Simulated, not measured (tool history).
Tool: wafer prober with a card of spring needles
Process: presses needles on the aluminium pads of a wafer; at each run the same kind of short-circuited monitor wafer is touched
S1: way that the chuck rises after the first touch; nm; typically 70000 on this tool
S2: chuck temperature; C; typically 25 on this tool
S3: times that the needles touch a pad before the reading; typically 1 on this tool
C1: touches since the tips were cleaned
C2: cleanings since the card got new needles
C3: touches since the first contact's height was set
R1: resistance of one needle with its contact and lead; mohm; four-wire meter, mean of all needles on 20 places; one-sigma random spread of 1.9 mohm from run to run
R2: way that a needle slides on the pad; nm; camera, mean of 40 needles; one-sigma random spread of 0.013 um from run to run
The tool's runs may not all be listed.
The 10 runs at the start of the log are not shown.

At hour 117.4: tips cleaned on abrasive film.
Run 11, hour 123.8: usual settings but S1 82000 nm; C1 2558; C2 11; C3 84259. Result: R1 318 mohm, R2 21420 nm.
Run 12, hour 132.1: usual settings but S1 82000 nm; C1 5856; C2 11; C3 87557. Result: R1 373 mohm, R2 21440 nm.
At hour 136.3: tips cleaned on abrasive film.
Run 13, hour 140.6: usual settings but S1 82000 nm; C1 1719; C2 12; C3 90888. Result: R1 296 mohm, R2 21420 nm.
Run 14, hour 152.0: usual settings; C1 6241; C2 12; C3 95410. Result: R1 435 mohm, R2 18240 nm.
At hour 154.5: tips cleaned on abrasive film.
Run 15, hour 164.6: usual settings; C1 3996; C2 13; C3 100388. Result: R1 411 mohm, R2 18240 nm.
At hour 172.4: tips cleaned on abrasive film.
Run 16, hour 177.2: usual settings; C1 1908; C2 14; C3 105342. Result: R1 341 mohm, R2 18230 nm.
Run 17, hour 185.7: usual settings but S1 61000 nm; C1 5315; C2 14; C3 108749. Result: R1 500 mohm, R2 15860 nm.
At hour 191.0: tips cleaned on abrasive film.
Run 18, hour 201.2: usual settings but S2 67 C, S3 2; C1 4015; C2 15; C3 114834. Result: R1 335 mohm, R2 18220 nm.
At hour 209.7: tips cleaned on abrasive film.
At hour 211.4: height of the first contact set anew.
Run 19, hour 214.8: usual settings but S1 51000 nm, S2 45 C, S3 2; C1 1914; C2 16; C3 1350. Result: R1 351 mohm, R2 13490 nm.
Run 20, hour 224.0: usual settings but S1 51000 nm, S2 45 C, S3 2; C1 5558; C2 16; C3 4994. Result: R1 455 mohm, R2 13490 nm.
At hour 228.5: tips cleaned on abrasive film.
Run 21, hour 231.3: usual settings but S1 89000 nm; C1 1095; C2 17; C3 7857. Result: R1 263 mohm, R2 23510 nm.
At hour 246.5: tips cleaned on abrasive film.
Run 22, hour 246.5: usual settings but S1 57000 nm, S2 59 C; C1 0; C2 18; C3 13843. Result: R1 229 mohm, R2 15030 nm.
Run 23, hour 260.9: usual settings but S1 64000 nm, S2 56 C; C1 5729; C2 18; C3 19572. Result: R1 473 mohm, R2 16880 nm.

The next listed run, before its measurement:
At hour 265.2: tips cleaned on abrasive film.
Run 24, hour 267.8: usual settings but S1 64000 nm; C1 1020; C2 19; C3 22285. Result: R1 ?, R2 ?.

Run 24 measured R1 312 mohm, R2 16850 nm.
Minus the tool's unlogged condition, the same run would have read R1 205 mohm, R2 16910 nm.

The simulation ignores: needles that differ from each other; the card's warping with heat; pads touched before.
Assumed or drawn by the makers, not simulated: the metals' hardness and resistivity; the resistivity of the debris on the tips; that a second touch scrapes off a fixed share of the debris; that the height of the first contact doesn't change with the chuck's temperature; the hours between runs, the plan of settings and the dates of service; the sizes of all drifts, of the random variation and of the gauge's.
